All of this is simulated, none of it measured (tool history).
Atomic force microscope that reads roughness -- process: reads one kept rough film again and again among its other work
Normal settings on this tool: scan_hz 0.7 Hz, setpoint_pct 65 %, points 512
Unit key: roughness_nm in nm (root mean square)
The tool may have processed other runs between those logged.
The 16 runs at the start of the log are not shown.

run   hour  scan_hz  setpoint_pct  points  roughness_nm
 17  313.7      0.7            65     512         4.119
     322.8  -- new tip fitted
 18  330.1      0.7            65     379         4.126
 19    347      0.7            65     379          4.14
 20  365.1      0.7            65     379         4.127
     371.4  -- new tip fitted
 21  386.7      0.7            65     394         4.164
 22  405.7      0.7            76     512         4.075
     418.1  -- new tip fitted
 23  427.7      0.7            84     512         3.994
 24  446.8    0.608            57     277          4.15
     464.7  -- new tip fitted
 25  473.5    0.608            57     264         4.166
 26  492.3    0.608            57     264         4.182
     513.1  -- new tip fitted
 27  517.6    1.425            65     344         4.055

What does the tool deliver on the next run?
 28  532.5     0.66            65     270             ?

roughness_nm: 4.153 nm (root mean square)
On a tool with no hidden condition, and with the same random variation, this run would have come out at roughness_nm 4.162 nm (root mean square).
